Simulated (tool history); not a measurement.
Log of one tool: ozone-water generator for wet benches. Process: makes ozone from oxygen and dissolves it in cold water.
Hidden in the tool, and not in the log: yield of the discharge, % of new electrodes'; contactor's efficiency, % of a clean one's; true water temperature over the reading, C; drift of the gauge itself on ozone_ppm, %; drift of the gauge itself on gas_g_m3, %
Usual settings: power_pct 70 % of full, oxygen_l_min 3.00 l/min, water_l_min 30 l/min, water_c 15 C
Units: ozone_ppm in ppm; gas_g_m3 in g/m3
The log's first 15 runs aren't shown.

run   hour  power_pct  oxygen_l_min  water_l_min  water_c  hours of work since the electrodes were changed  hours of work since the contactor was cleaned  hours of work since the thermometer was calibrated  ozone_ppm  gas_g_m3
 16  485.1         70          3.00           33       15                                              832                                           4346                                                3069       10.4     188.3
 17  505.2         70          3.00           30       15                                              851                                           4365                                                3088       11.0     185.5
 18  540.3         45          2.69           30       15                                              884                                           4398                                                3121        8.4     151.7
 19  559.8         45          2.69           30       15                                              903                                           4417                                                3140        8.7     154.8
 20  578.7         45          2.69           30       15                                              921                                           4435                                                3158        8.4     154.2
 21  620.6         95          2.03           46       22                                              961                                           4475                                                3197        7.8     285.7
 22  646.1         70          5.13           30        8                                              985                                           4499                                                3222       12.5     131.4
 23  671.9         90          2.63           47       10                                             1009                                           4523                                                3246        8.0     233.5
 24  693.9         70          3.42           22       15                                             1030                                           4544                                                3267       15.1     171.8
 25  719.0         70          3.42           22       15                                             1054                                           4568                                                3291       14.8     170.2
 26  746.1         70          3.42           22       15                                             1080                                           4594                                                3317       15.0     170.1
 27  784.1         70          3.42           22       15                                             1116                                           4630                                                3353       15.2     171.8
 28  815.8         70          2.83           30       15                                             1146                                           4660                                                3383       11.2     190.3
 29  848.1         70          2.83           30       15                                             1177                                           4691                                                3413       10.8     191.7
 30  868.4         42          3.98           24       16                                             1196                                           4710                                                3433       10.2     112.7
 31  892.8         42          3.98           24       16                                             1219                                           4733                                                3456       10.3     114.0
 32  915.5         56          4.11           25       20                                             1240                                           4755                                                3477       11.2     132.5
 33  939.1         69          5.05           30       15                                             1263                                           4777                                                3500       11.4     130.3

Forecast each of these 4 alternatives for the next run:
  A  980.3         70          3.00           23       15                                             1302                                           4816                                                3539          ?         ?
  B  980.3         70          3.00           47       15                                             1302                                           4816                                                3539          ?         ?
  C  980.3         51          1.83           45       15                                             1302                                           4816                                                3539          ?         ?
  D  980.3        100          3.00           30       15                                             1302                                           4816                                                3539          ?         ?

run  ozone_ppm  gas_g_m3
  A       14.1     183.6
  B        6.8     183.0
  C        5.5     209.5
  D       13.6     228.2
Without the tool's hidden state the same runs would have given:
run  ozone_ppm  gas_g_m3
  A       14.9     188.1
  B        7.3     187.5
  C        5.8     213.7
  D       14.5     235.0
